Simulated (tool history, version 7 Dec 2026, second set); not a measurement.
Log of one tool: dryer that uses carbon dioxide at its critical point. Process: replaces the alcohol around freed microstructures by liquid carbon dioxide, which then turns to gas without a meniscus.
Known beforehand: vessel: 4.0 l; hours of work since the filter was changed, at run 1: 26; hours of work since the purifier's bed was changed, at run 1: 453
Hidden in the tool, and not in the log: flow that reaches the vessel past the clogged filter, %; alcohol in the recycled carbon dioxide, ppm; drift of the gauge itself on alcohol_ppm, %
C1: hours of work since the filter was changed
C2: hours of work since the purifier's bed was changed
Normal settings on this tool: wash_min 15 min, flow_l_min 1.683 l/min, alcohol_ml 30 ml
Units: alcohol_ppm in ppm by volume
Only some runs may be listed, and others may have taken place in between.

{"run": 1, "hour": 0.0, "wash_min": 15, "flow_l_min": 1.683, "alcohol_ml": 30, "C1": 26, "C2": 453, "alcohol_ppm": 147}
{"run": 2, "hour": 8.8, "wash_min": 16, "flow_l_min": 1.683, "alcohol_ml": 30, "C1": 32, "C2": 460, "alcohol_ppm": 140}
{"run": 3, "hour": 19.8, "wash_min": 15, "flow_l_min": 1.683, "alcohol_ml": 30, "C1": 41, "C2": 468, "alcohol_ppm": 143}
{"run": 4, "hour": 28.6, "wash_min": 15, "flow_l_min": 1.683, "alcohol_ml": 30, "C1": 48, "C2": 475, "alcohol_ppm": 139}
{"run": 5, "hour": 38.5, "wash_min": 15, "flow_l_min": 1.683, "alcohol_ml": 30, "C1": 55, "C2": 482, "alcohol_ppm": 159}
{"run": 6, "hour": 46.5, "wash_min": 15, "flow_l_min": 1.683, "alcohol_ml": 30, "C1": 61, "C2": 488, "alcohol_ppm": 155}
{"run": 7, "hour": 53.8, "wash_min": 15, "flow_l_min": 1.683, "alcohol_ml": 30, "C1": 67, "C2": 494, "alcohol_ppm": 156}
{"run": 8, "hour": 70.0, "wash_min": 15, "flow_l_min": 1.683, "alcohol_ml": 30, "C1": 79, "C2": 506, "alcohol_ppm": 165}
{"run": 9, "hour": 76.6, "wash_min": 15, "flow_l_min": 1.683, "alcohol_ml": 30, "C1": 84, "C2": 511, "alcohol_ppm": 164}
{"run": 10, "hour": 91.4, "wash_min": 15, "flow_l_min": 1.683, "alcohol_ml": 30, "C1": 96, "C2": 523, "alcohol_ppm": 168}
{"run": 11, "hour": 102.7, "wash_min": 15, "flow_l_min": 1.683, "alcohol_ml": 30, "C1": 104, "C2": 531, "alcohol_ppm": 172}
{"run": 12, "hour": 111.1, "wash_min": 15, "flow_l_min": 2.55, "alcohol_ml": 30, "C1": 111, "C2": 538, "alcohol_ppm": 134}
{"run": 13, "hour": 121.7, "wash_min": 15, "flow_l_min": 2.55, "alcohol_ml": 30, "C1": 119, "C2": 546, "alcohol_ppm": 141}
{"run": 14, "hour": 136.1, "wash_min": 15, "flow_l_min": 2.55, "alcohol_ml": 30, "C1": 130, "C2": 557, "alcohol_ppm": 139}
{"run": 15, "hour": 145.7, "wash_min": 15, "flow_l_min": 1.683, "alcohol_ml": 30, "C1": 137, "C2": 564, "alcohol_ppm": 178}
{"run": 16, "hour": 159.2, "wash_min": 15, "flow_l_min": 1.18, "alcohol_ml": 30, "C1": 147, "C2": 574, "alcohol_ppm": 326}
{"run": 17, "hour": 168.9, "wash_min": 15, "flow_l_min": 1.02, "alcohol_ml": 30, "C1": 155, "C2": 582, "alcohol_ppm": 454}
{"run": 18, "hour": 182.9, "wash_min": 15, "flow_l_min": 1.02, "alcohol_ml": 30, "C1": 165, "C2": 593, "alcohol_ppm": 466}
{"hour": 197.3, "done": "inlet filter changed"}
{"run": 19, "hour": 199.2, "wash_min": 15, "flow_l_min": 1.02, "alcohol_ml": 30, "C1": 2, "C2": 604, "alcohol_ppm": 409}
{"run": 20, "hour": 210.5, "wash_min": 15, "flow_l_min": 1.683, "alcohol_ml": 21, "C1": 10, "C2": 613, "alcohol_ppm": 182}
{"run": 21, "hour": 222.9, "wash_min": 11, "flow_l_min": 2.27, "alcohol_ml": 30, "C1": 20, "C2": 622, "alcohol_ppm": 190}
{"run": 22, "hour": 230.5, "wash_min": 11, "flow_l_min": 2.27, "alcohol_ml": 30, "C1": 25, "C2": 628, "alcohol_ppm": 192}
{"run": 23, "hour": 238.2, "wash_min": 12, "flow_l_min": 2.29, "alcohol_ml": 22, "C1": 31, "C2": 634, "alcohol_ppm": 169}
{"run": 24, "hour": 249.4, "wash_min": 12, "flow_l_min": 2.29, "alcohol_ml": 22, "C1": 40, "C2": 643, "alcohol_ppm": 176}
{"run": 25, "hour": 257.7, "wash_min": 15, "flow_l_min": 1.39, "alcohol_ml": 66, "C1": 46, "C2": 649, "alcohol_ppm": 338}
{"run": 26, "hour": 267.1, "wash_min": 15, "flow_l_min": 1.39, "alcohol_ml": 66, "C1": 53, "C2": 656, "alcohol_ppm": 358}
{"run": 27, "hour": 274.4, "wash_min": 18, "flow_l_min": 1.55, "alcohol_ml": 60, "C1": 59, "C2": 662, "alcohol_ppm": 209}
{"run": 28, "hour": 288.5, "wash_min": 18, "flow_l_min": 1.55, "alcohol_ml": 60, "C1": 70, "C2": 672, "alcohol_ppm": 202}
{"run": 29, "hour": 298.4, "wash_min": 11, "flow_l_min": 2.53, "alcohol_ml": 60, "C1": 77, "C2": 680, "alcohol_ppm": 208}
{"run": 30, "hour": 312.3, "wash_min": 16, "flow_l_min": 2.13, "alcohol_ml": 87, "C1": 88, "C2": 691, "alcohol_ppm": 181}
{"run": 31, "hour": 321.7, "wash_min": 16, "flow_l_min": 1.46, "alcohol_ml": 32, "C1": 95, "C2": 698, "alcohol_ppm": 236}
{"run": 32, "hour": 329.0, "wash_min": 9, "flow_l_min": 1.683, "alcohol_ml": 22, "C1": 101, "C2": 703, "alcohol_ppm": 414}
{"run": 33, "hour": 337.8, "wash_min": 9, "flow_l_min": 1.683, "alcohol_ml": 22, "C1": 107, "C2": 710, "alcohol_ppm": 405}

Branching from run 33: 5 alternative next runs. What would each branch give?
{"run": "A", "hour": 347.4, "wash_min": 22, "flow_l_min": 2.61, "alcohol_ml": 98, "C1": 115, "C2": 717, "alcohol_ppm": "?"}
{"run": "B", "hour": 347.4, "wash_min": 15, "flow_l_min": 1.683, "alcohol_ml": 22, "C1": 115, "C2": 717, "alcohol_ppm": "?"}
{"run": "C", "hour": 347.4, "wash_min": 22, "flow_l_min": 2.61, "alcohol_ml": 22, "C1": 115, "C2": 717, "alcohol_ppm": "?"}
{"run": "D", "hour": 347.4, "wash_min": 15, "flow_l_min": 1.07, "alcohol_ml": 22, "C1": 115, "C2": 717, "alcohol_ppm": "?"}
{"run": "E", "hour": 347.4, "wash_min": 15, "flow_l_min": 2, "alcohol_ml": 48, "C1": 115, "C2": 717, "alcohol_ppm": "?"}

run=A alcohol_ppm=186
run=B alcohol_ppm=210
run=C alcohol_ppm=167
run=D alcohol_ppm=366
run=E alcohol_ppm=209
Had the tool no hidden state, the same runs would have come out as:
run=A alcohol_ppm=17
run=B alcohol_ppm=32
run=C alcohol_ppm=0
run=D alcohol_ppm=171
run=E alcohol_ppm=33

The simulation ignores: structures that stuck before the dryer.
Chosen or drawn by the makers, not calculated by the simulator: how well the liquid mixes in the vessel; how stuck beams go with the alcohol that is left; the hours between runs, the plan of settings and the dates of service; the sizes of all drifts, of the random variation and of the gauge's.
